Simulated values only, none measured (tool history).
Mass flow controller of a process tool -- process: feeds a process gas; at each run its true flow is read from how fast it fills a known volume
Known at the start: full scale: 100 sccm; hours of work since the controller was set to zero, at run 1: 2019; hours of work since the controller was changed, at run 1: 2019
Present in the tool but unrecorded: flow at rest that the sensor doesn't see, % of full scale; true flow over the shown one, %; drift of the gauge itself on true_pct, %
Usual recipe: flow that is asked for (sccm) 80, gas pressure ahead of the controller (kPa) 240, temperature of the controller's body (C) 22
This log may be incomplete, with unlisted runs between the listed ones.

| run | hour | flow that is asked for (sccm) | gas pressure ahead of the controller (kPa) | temperature of the controller's body (C) | hours of work since the controller was set to zero | hours of work since the controller was changed | true flow (%) |
|---|---|---|---|---|---|---|---|
| 1 | 0 | 80 | 240 | 22 | 2019 | 2019 | 99.88 |
| 2 | 75.4 | 80 | 240 | 22 | 2065 | 2065 | 99.96 |
| 3 | 151.8 | 45 | 240 | 22 | 2111 | 2111 | 99.05 |
| 4 | 292.1 | 45 | 240 | 22 | 2196 | 2196 | 99.03 |
| 5 | 373.3 | 45 | 240 | 22 | 2246 | 2246 | 99.14 |
| 6 | 498.7 | 45 | 240 | 22 | 2322 | 2322 | 99.02 |
| 7 | 561.6 | 45 | 240 | 22 | 2360 | 2360 | 98.99 |
| 8 | 632.1 | 45 | 240 | 22 | 2403 | 2403 | 99.17 |
| 9 | 716.7 | 45 | 240 | 22 | 2454 | 2454 | 99.17 |
| 10 | 852.1 | 45 | 240 | 22 | 2536 | 2536 | 99.06 |
| 11 | 992.7 | 60 | 240 | 22 | 2621 | 2621 | 99.52 |
| 12 | 1085.9 | 60 | 240 | 22 | 2678 | 2678 | 99.33 |
| 13 | 1178.2 | 15 | 240 | 22 | 2734 | 2734 | 98.42 |
| 14 | 1254.9 | 15 | 240 | 22 | 2780 | 2780 | 98.6 |
| 15 | 1380.5 | 15 | 240 | 22 | 2856 | 2856 | 98.51 |
| 16 | 1510.1 | 15 | 240 | 22 | 2935 | 2935 | 98.4 |
| 17 | 1581.2 | 15 | 240 | 22 | 2978 | 2978 | 98.44 |
| 18 | 1708.5 | 15 | 240 | 22 | 3055 | 3055 | 98.39 |
| 19 | 1818.7 | 15 | 240 | 22 | 3122 | 3122 | 98.54 |
| 20 | 1884.1 | 15 | 240 | 20 | 3162 | 3162 | 98.48 |
| 21 | 2024.4 | 80 | 240 | 22 | 3247 | 3247 | 99.74 |
| 22 | 2143.5 | 80 | 240 | 22 | 3319 | 3319 | 99.83 |
| 23 | 2228.1 | 80 | 240 | 22 | 3371 | 3371 | 99.74 |
| 24 | 2312.7 | 80 | 240 | 22 | 3422 | 3422 | 99.74 |
| 25 | 2393.4 | 21 | 240 | 26 | 3471 | 3471 | 98.44 |
| 26 | 2458.1 | 21 | 240 | 26 | 3510 | 3510 | 98.51 |
| 27 | 2558.1 | 75 | 199 | 26 | 3571 | 3571 | 99.52 |
| 28 | 2650.6 | 50 | 185 | 32 | 3627 | 3627 | 98.76 |
| 29 | 2744.3 | 12 | 170 | 30 | 3684 | 3684 | 97.85 |
| 30 | 2876.8 | 80 | 156 | 33 | 3764 | 3764 | 99.28 |
| 31 | 2970.3 | 80 | 156 | 33 | 3821 | 3821 | 99.34 |
| 32 | 3059.8 | 80 | 156 | 33 | 3875 | 3875 | 99.34 |
| 33 | 3209.8 | 42 | 230 | 31 | 3966 | 3966 | 98.95 |
| 34 | 3348.7 | 42 | 231 | 31 | 4050 | 4050 | 98.77 |
| 35 | 3410.1 | 16 | 143 | 34 | 4088 | 4088 | 97.93 |
| 36 | 3514.1 | 69 | 232 | 25 | 4151 | 4151 | 99.36 |
| 37 | 3576.7 | 51 | 249 | 27 | 4189 | 4189 | 99.09 |
| 38 | 3676.9 | 51 | 249 | 27 | 4249 | 4249 | 99.13 |
| 39 | 3741.6 | 80 | 239 | 22 | 4289 | 4289 | 99.78 |
| 40 | 3819.1 | 69 | 222 | 22 | 4336 | 4336 | 99.42 |
| 41 | 3887.7 | 36 | 222 | 22 | 4377 | 4377 | 98.82 |
| 42 | 4015.5 | 36 | 222 | 22 | 4455 | 4455 | 98.78 |
| 43 | 4092.7 | 10 | 153 | 22 | 4502 | 4502 | 98.12 |
| 44 | 4215.8 | 10 | 153 | 22 | 4576 | 4576 | 97.96 |
| 45 | 4290.4 | 10 | 153 | 22 | 4622 | 4622 | 98.03 |
| 46 | 4396.2 | 16 | 240 | 37 | 4686 | 4686 | 98.13 |
| 47 | 4460.6 | 16 | 240 | 37 | 4725 | 4725 | 98.16 |

Here are 5 independent what-if runs from the current tool condition. What would each one return?
| A | 4578 | 18 | 208 | 34 | 4796 | 4796 | ? |
| B | 4578 | 16 | 240 | 35 | 4796 | 4796 | ? |
| C | 4578 | 80 | 240 | 24 | 4796 | 4796 | ? |
| D | 4578 | 34 | 229 | 22 | 4796 | 4796 | ? |
| E | 4578 | 74 | 162 | 22 | 4796 | 4796 | ? |

| run | true flow (%) |
|---|---|
| A | 98.14 |
| B | 98.13 |
| C | 99.78 |
| D | 98.78 |
| E | 99.43 |
Had the tool no hidden state, the same runs would have come out as:
| run | true flow (%) |
|---|---|
| A | 98.14 |
| B | 98.12 |
| C | 99.79 |
| D | 98.78 |
| E | 99.44 |
